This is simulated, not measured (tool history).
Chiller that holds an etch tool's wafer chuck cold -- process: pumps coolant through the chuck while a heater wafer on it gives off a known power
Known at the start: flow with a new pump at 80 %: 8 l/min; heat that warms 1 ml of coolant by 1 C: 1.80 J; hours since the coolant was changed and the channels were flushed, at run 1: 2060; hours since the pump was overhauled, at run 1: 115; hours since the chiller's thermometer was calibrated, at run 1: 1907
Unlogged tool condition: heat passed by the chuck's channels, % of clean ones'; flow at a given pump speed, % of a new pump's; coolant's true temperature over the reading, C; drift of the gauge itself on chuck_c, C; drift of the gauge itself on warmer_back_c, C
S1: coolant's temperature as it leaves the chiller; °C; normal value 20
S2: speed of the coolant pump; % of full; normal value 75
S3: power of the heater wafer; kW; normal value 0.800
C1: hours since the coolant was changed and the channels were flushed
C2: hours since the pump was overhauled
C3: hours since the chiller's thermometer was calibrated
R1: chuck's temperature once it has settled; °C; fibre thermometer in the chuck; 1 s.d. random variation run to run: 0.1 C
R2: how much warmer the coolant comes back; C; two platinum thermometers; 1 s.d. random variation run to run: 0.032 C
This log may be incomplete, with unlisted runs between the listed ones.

run,hour,S1,S2,S3,C1,C2,C3,R1,R2
1,0.0,20,75,0.800,2060,115,1907,30.6,3.57
2,44.6,21,75,0.800,2105,160,1952,31.5,3.58
3,110.1,21,75,0.800,2170,225,2017,31.6,3.65
4,167.5,21,75,0.800,2228,283,2075,31.6,3.61
5,264.4,21,75,0.800,2325,380,2171,31.3,3.56
6,315.6,17,75,0.800,2376,431,2223,27.4,3.56
7,377.9,28,75,0.800,2438,493,2285,38.5,3.55
8,481.4,28,75,0.800,2542,597,2389,38.6,3.54
9,554.0,28,75,0.800,2614,669,2461,38.6,3.58
10,636.4,20,61,0.800,2697,752,2543,32.6,4.49
11,742.4,20,61,0.800,2803,858,2650,32.7,4.43
12,847.8,20,61,0.800,2908,963,2755,32.4,4.41
13,942.8,20,75,0.800,3003,1058,2850,30.4,3.60
14,1049.5,20,75,0.800,3110,1165,2957,30.7,3.57
15,1098.3,20,76,0.800,3159,1214,3005,30.3,3.55
16,1172.9,12,64,0.798,3233,1288,3080,23.9,4.23
17,1273.3,12,64,0.798,3334,1389,3180,24.0,4.23
18,1327.9,12,84,0.972,3388,1443,3235,23.6,3.88
19,1390.5,24,63,1.015,3451,1506,3298,39.5,5.52
20,1470.7,12,79,1.015,3531,1586,3378,24.5,4.29
21,1530.8,12,79,1.015,3591,1646,3438,24.7,4.31
22,1595.2,23,100,0.625,3656,1711,3502,29.4,2.07
23,1653.9,23,90,0.625,3714,1769,3561,30.0,2.28
24,1760.7,23,90,0.625,3821,1876,3668,30.1,2.29
25,1815.1,23,63,0.800,3875,1930,3722,35.1,4.31
26,1903.8,23,63,0.800,3964,2019,3811,35.3,4.29
# hour 2005.6: chiller's thermometer calibrated
27,2010.8,23,63,0.800,4070,2125,5,35.2,4.33

How the hidden state differs across the entries between the runs, from the last listed run before each to the first after it:
Run 26 -> run 27: chiller's thermometer calibrated (hour 2005.6)
  nothing in the hidden state changes from one run to the other
